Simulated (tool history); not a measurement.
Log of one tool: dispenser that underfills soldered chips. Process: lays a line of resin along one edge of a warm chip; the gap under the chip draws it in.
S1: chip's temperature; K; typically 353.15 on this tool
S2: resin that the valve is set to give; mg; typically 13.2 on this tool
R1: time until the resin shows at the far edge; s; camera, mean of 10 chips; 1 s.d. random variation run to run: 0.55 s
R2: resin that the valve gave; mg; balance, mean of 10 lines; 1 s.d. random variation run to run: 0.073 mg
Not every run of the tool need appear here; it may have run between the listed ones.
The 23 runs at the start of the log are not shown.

run,day,S1,S2,R1,R2
# day 2.962: new syringe of resin
24,3.046,359.15,12.7,35.6,12.74
25,3.208,339.15,13.2,114.8,13.14
26,3.317,365.15,13.2,32.8,13.15
27,3.479,339.15,15.1,140.6,15.09
# day 3.646: new syringe of resin
28,3.683,339.15,15.1,96.0,14.82
29,3.812,358.15,12.5,40.2,12.35
30,3.975,346.15,12.5,85.5,12.29
31,4.071,361.15,15.2,41.2,14.97

Run 32 comes next. What will it give?
32,4.258,361.15,15.2,?,?

R1: 48.1 s
R2: 15.12 mg
With no hidden state in the tool, this same run would have given R1 30.2 s, R2 15.40 mg.

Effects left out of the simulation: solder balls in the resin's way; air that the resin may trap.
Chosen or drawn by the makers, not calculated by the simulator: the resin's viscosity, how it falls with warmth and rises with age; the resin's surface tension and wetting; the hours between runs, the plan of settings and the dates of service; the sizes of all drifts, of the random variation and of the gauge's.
